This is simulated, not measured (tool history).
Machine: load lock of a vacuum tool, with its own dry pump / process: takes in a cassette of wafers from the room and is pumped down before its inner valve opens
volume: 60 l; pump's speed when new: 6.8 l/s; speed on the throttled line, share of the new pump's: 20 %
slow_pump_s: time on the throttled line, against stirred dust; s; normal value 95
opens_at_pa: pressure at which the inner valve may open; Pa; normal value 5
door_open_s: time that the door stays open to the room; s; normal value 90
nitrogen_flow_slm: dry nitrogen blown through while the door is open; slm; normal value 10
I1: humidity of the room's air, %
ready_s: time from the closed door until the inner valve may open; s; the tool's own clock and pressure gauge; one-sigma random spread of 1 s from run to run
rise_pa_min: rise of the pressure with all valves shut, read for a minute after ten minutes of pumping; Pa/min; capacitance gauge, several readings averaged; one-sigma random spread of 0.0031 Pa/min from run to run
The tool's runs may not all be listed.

Run 1, hour 0: usual settings; I1 40.4. Result: ready_s 163.7 s, rise_pa_min 0.047 Pa/min.
Run 2, hour 435: usual settings; I1 42.9. Result: ready_s 164.7 s, rise_pa_min 0.051 Pa/min.
Run 3, hour 856.2: usual settings; I1 43.7. Result: ready_s 164.3 s, rise_pa_min 0.053 Pa/min.
Run 4, hour 1263.2: usual settings but opens_at_pa 6 Pa; I1 45.2. Result: ready_s 162.7 s, rise_pa_min 0.053 Pa/min.
Run 5, hour 1607.1: usual settings but opens_at_pa 6 Pa; I1 43.1. Result: ready_s 161.6 s, rise_pa_min 0.053 Pa/min.
Run 6, hour 1874.9: usual settings; I1 44. Result: ready_s 166 s, rise_pa_min 0.055 Pa/min.
Run 7, hour 2377.9: usual settings but door_open_s 38 s, nitrogen_flow_slm 22 slm; I1 43.8. Result: ready_s 163.8 s, rise_pa_min 0.023 Pa/min.
Run 8, hour 2886: usual settings but slow_pump_s 62 s, door_open_s 47 s, nitrogen_flow_slm 22 slm; I1 45.2. Result: ready_s 137.2 s, rise_pa_min 0.023 Pa/min.
Run 9, hour 3191.3: usual settings but slow_pump_s 55 s, door_open_s 110 s, nitrogen_flow_slm 6 slm; I1 47.3. Result: ready_s 131.7 s, rise_pa_min 0.076 Pa/min.
Run 10, hour 3537.5: usual settings but slow_pump_s 98 s, door_open_s 36 s, nitrogen_flow_slm 13 slm; I1 44.5. Result: ready_s 165.9 s, rise_pa_min 0.029 Pa/min.

What does the tool deliver on the next run?
Run 11, hour 4023.1: usual settings but slow_pump_s 179 s, door_open_s 176 s, nitrogen_flow_slm 16 slm; I1 46.4. Result: ready_s ?, rise_pa_min ?.

ready_s: 229.9 s
rise_pa_min: 0.076 Pa/min
Had the tool carried no hidden state, the very same run would have given ready_s 229.9 s, rise_pa_min 0.076 Pa/min.

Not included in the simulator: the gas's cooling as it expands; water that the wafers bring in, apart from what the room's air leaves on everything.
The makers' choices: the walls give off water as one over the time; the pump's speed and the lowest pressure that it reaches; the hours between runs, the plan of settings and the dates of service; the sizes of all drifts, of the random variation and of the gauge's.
